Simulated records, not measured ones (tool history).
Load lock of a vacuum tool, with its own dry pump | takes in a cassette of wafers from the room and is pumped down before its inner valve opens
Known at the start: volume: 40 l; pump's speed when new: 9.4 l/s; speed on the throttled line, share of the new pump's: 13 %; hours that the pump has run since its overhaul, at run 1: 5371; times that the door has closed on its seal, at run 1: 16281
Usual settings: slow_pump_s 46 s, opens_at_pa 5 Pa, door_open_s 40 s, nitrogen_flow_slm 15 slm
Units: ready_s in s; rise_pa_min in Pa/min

| run | hour | slow_pump_s | opens_at_pa | door_open_s | nitrogen_flow_slm | hours that the pump has run since its overhaul | times that the door has closed on its seal | incoming humidity of the room's air, % | ready_s | rise_pa_min |
|---|---|---|---|---|---|---|---|---|---|---|
| 1 | 0.0 | 46 | 5 | 40 | 15 | 5371 | 16281 | 47.7 | 88.5 | 0.073 |
| 2 | 165.6 | 46 | 5 | 40 | 15 | 5537 | 17044 | 46.3 | 89.0 | 0.086 |
| 3 | 310.7 | 46 | 5 | 40 | 15 | 5682 | 17712 | 42.7 | 88.6 | 0.085 |
| 4 | 487.4 | 84 | 5 | 40 | 15 | 5859 | 18525 | 45.4 | 121.9 | 0.092 |
| 5 | 737.8 | 84 | 5 | 40 | 5 | 6109 | 19679 | 42.3 | 120.7 | 0.104 |
| 6 | 957.4 | 84 | 5 | 40 | 5 | 6329 | 20690 | 46.4 | 121.1 | 0.118 |
| 7 | 1097.3 | 84 | 5 | 40 | 5 | 6469 | 21334 | 44.2 | 122.7 | 0.125 |
| 8 | 1379.5 | 84 | 5 | 40 | 5 | 6751 | 22633 | 46.1 | 122.2 | 0.129 |
| 9 | 1548.7 | 84 | 5 | 82 | 5 | 6920 | 23412 | 46.8 | 122.3 | 0.153 |
| 10 | 1856.3 | 84 | 5 | 82 | 5 | 7228 | 24829 | 47.3 | 124.0 | 0.165 |
| 11 | 2105.0 | 84 | 5 | 82 | 5 | 7476 | 25974 | 44.4 | 123.5 | 0.169 |
| 12 | 2294.5 | 84 | 5 | 82 | 5 | 7666 | 26846 | 43.0 | 124.0 | 0.171 |
| 13 | 2528.4 | 46 | 5 | 40 | 15 | 7900 | 27923 | 45.1 | 92.6 | 0.168 |
| 14 | 2701.0 | 46 | 5 | 40 | 15 | 8072 | 28718 | 43.8 | 91.4 | 0.171 |
| 15 | 2987.6 | 46 | 5 | 40 | 10 | 8359 | 30037 | 44.8 | 90.9 | 0.195 |
| 16 | 3198.1 | 46 | 5 | 40 | 7 | 8570 | 31007 | 44.0 | 92.1 | 0.203 |
| 17 | 3382.7 | 46 | 5 | 40 | 7 | 8754 | 31857 | 44.9 | 91.5 | 0.214 |
| 18 | 3690.2 | 46 | 5 | 40 | 7 | 9062 | 33273 | 46.4 | 92.4 | 0.228 |
| 19 | 3977.1 | 46 | 5 | 40 | 12 | 9348 | 34593 | 43.8 | 93.0 | 0.245 |
| 20 | 4164.1 | 23 | 5 | 76 | 34 | 9536 | 35455 | 45.6 | 73.7 | 0.247 |
| 21 | 4398.5 | 85 | 4 | 42 | 5 | 9770 | 36534 | 43.9 | 126.8 | 0.273 |
| 22 | 4720.2 | 85 | 4 | 42 | 5 | 10092 | 38015 | 45.0 | 127.8 | 0.286 |
| 23 | 4867.2 | 76 | 6 | 195 | 4 | 10239 | 38692 | 46.7 | 117.3 | 0.336 |
| 24 | 5134.0 | 46 | 6 | 195 | 4 | 10505 | 39920 | 46.3 | 92.1 | 0.344 |
| 25 | 5431.0 | 46 | 6 | 195 | 4 | 10802 | 41288 | 44.2 | 92.0 | 0.360 |
| 26 | 5618.7 | 46 | 7 | 130 | 6 | 10990 | 42152 | 46.4 | 92.3 | 0.364 |
| 27 | 5941.6 | 46 | 7 | 130 | 6 | 11313 | 43639 | 44.7 | 94.0 | 0.378 |
| 28 | 6111.3 | 73 | 7 | 130 | 6 | 11483 | 44420 | 46.4 | 116.8 | 0.395 |
| 29 | 6346.7 | 73 | 7 | 130 | 6 | 11718 | 45504 | 45.6 | 116.0 | 0.403 |
| 30 | 6550.4 | 56 | 5 | 40 | 15 | 11922 | 46442 | 42.4 | 105.0 | 0.393 |
| 31 | 6798.0 | 56 | 5 | 40 | 15 | 12169 | 47582 | 42.6 | 103.9 | 0.409 |
| 32 | 7110.0 | 26 | 5 | 149 | 15 | 12481 | 49019 | 46.3 | 79.6 | 0.442 |
| 33 | 7267.8 | 26 | 5 | 149 | 15 | 12639 | 49745 | 42.7 | 80.0 | 0.449 |
|  | 7430.8 | door's seal changed, seat wiped |
| 34 | 7542.2 | 46 | 10 | 40 | 6 | 12912 | 513 | 43.3 | 92.4 | 0.026 |
| 35 | 7695.5 | 46 | 10 | 40 | 6 | 13065 | 1219 | 48.1 | 93.1 | 0.028 |
| 36 | 7952.4 | 30 | 10 | 40 | 25 | 13322 | 2401 | 46.9 | 80.4 | 0.022 |
| 37 | 8105.5 | 30 | 10 | 40 | 25 | 13475 | 3106 | 46.4 | 81.1 | 0.020 |
|  | 8191.8 | dry pump taken out, an overhauled one fitted |
| 38 | 8328.5 | 29 | 5 | 40 | 13 | 137 | 4106 | 43.8 | 68.5 | 0.028 |

Hidden state at the last listed run before each entry between runs and at the first one after, where it differs:
Between runs 33 and 34: door's seal changed, seat wiped (hour 7430.8)
  pump's speed, % of a new pump's: 73.3 -> 72.7; leak at the door's seal, Pa l/s: 0.2887 -> 0.0025
  measured less the result without the state, ready_s: +14.8 -> +12.7 s; rise_pa_min: +0.428 -> +0.001 Pa/min
Between runs 37 and 38: dry pump taken out, an overhauled one fitted (hour 8191.8)
  pump's speed, % of a new pump's: 71.6 -> 100.1; leak at the door's seal, Pa l/s: 0.0081 -> 0.0108
  measured less the result without the state, ready_s: +14.5 -> -0.1 s; rise_pa_min: +0.009 -> +0.013 Pa/min
